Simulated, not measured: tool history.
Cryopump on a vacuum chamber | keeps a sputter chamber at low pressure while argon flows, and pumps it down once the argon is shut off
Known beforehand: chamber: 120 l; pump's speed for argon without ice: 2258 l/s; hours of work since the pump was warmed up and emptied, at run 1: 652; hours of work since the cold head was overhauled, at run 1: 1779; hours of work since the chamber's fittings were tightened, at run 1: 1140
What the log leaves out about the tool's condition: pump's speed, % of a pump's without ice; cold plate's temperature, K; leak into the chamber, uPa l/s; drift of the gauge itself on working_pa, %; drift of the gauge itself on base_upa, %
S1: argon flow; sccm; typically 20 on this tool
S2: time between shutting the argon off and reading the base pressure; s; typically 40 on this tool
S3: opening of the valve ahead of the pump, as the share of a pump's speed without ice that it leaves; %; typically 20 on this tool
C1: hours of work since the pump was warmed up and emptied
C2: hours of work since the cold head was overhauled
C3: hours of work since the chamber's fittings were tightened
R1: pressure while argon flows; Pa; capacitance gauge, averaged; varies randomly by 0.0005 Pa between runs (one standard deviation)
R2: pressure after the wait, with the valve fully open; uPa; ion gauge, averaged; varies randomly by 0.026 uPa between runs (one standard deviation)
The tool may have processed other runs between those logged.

| run | day | S1 | S2 | S3 | C1 | C2 | C3 | R1 | R2 |
|---|---|---|---|---|---|---|---|---|---|
| 1 | 0.000 | 20 | 40 | 20 | 652 | 1779 | 1140 | 0.0784 | 2.44 |
| 2 | 1.296 | 20 | 40 | 20 | 675 | 1802 | 1163 | 0.0773 | 2.44 |
| 3 | 2.996 | 20 | 40 | 20 | 705 | 1832 | 1193 | 0.0782 | 2.54 |
| 4 | 4.325 | 20 | 47 | 20 | 729 | 1855 | 1217 | 0.0776 | 2.44 |
| 5 | 5.529 | 20 | 47 | 20 | 750 | 1877 | 1238 | 0.0778 | 2.47 |
| 6 | 7.200 | 20 | 47 | 34 | 780 | 1906 | 1268 | 0.0476 | 2.49 |
| 7 | 9.221 | 20 | 40 | 20 | 816 | 1942 | 1303 | 0.0791 | 2.72 |
|  | 10.421 | leaking fittings of the chamber tightened, without venting |
| 8 | 11.112 | 20 | 40 | 20 | 848 | 1974 | 12 | 0.0783 | 1.13 |
| 9 | 12.688 | 20 | 40 | 57 | 876 | 2002 | 40 | 0.0295 | 1.16 |
| 10 | 14.292 | 20 | 40 | 57 | 904 | 2030 | 69 | 0.0302 | 1.19 |
| 11 | 15.846 | 20 | 40 | 57 | 931 | 2058 | 96 | 0.0308 | 1.21 |
| 12 | 18.254 | 20 | 40 | 57 | 974 | 2101 | 139 | 0.0309 | 1.29 |
| 13 | 19.554 | 20 | 40 | 57 | 997 | 2124 | 162 | 0.0307 | 1.32 |
| 14 | 20.704 | 20 | 40 | 57 | 1018 | 2144 | 182 | 0.0310 | 1.34 |
| 15 | 22.767 | 10 | 123 | 20 | 1054 | 2181 | 219 | 0.0401 | 0.79 |
| 16 | 24.975 | 11 | 31 | 20 | 1093 | 2220 | 258 | 0.0438 | 1.81 |
|  | 25.750 | pump warmed up, emptied and cooled again |
| 17 | 27.558 | 11 | 31 | 20 | 32 | 2262 | 300 | 0.0415 | 1.70 |
| 18 | 29.225 | 11 | 31 | 20 | 62 | 2291 | 329 | 0.0414 | 1.63 |
| 19 | 31.479 | 20 | 228 | 20 | 101 | 2331 | 369 | 0.0750 | 0.71 |
| 20 | 34.275 | 19 | 149 | 29 | 151 | 2381 | 419 | 0.0499 | 0.83 |
| 21 | 36.012 | 32 | 45 | 24 | 182 | 2411 | 449 | 0.1011 | 1.46 |
| 22 | 37.946 | 21 | 40 | 20 | 216 | 2446 | 484 | 0.0791 | 1.61 |
| 23 | 39.762 | 21 | 40 | 20 | 248 | 2478 | 516 | 0.0799 | 1.61 |
| 24 | 41.858 | 21 | 37 | 20 | 285 | 2515 | 553 | 0.0796 | 1.78 |
| 25 | 43.154 | 21 | 37 | 20 | 308 | 2538 | 576 | 0.0796 | 1.81 |
| 26 | 44.479 | 30 | 37 | 60 | 332 | 2561 | 599 | 0.0398 | 1.85 |

4 options for the next run, each taken on its own from the tool as it stands now. Forecast them:
| A | 45.667 | 30 | 46 | 19 | 353 | 2582 | 620 | ? | ? |
| B | 45.667 | 9 | 40 | 20 | 353 | 2582 | 620 | ? | ? |
| C | 45.667 | 8 | 136 | 52 | 353 | 2582 | 620 | ? | ? |
| D | 45.667 | 14 | 40 | 19 | 353 | 2582 | 620 | ? | ? |

| run | R1 | R2 |
|---|---|---|
| A | 0.1206 | 1.60 |
| B | 0.0345 | 1.74 |
| C | 0.0124 | 1.10 |
| D | 0.0559 | 1.66 |
Had the tool no hidden state, the same runs would have come out as:
| run | R1 | R2 |
|---|---|---|
| A | 0.1182 | 0.91 |
| B | 0.0337 | 1.04 |
| C | 0.0118 | 0.41 |
| D | 0.0548 | 0.98 |
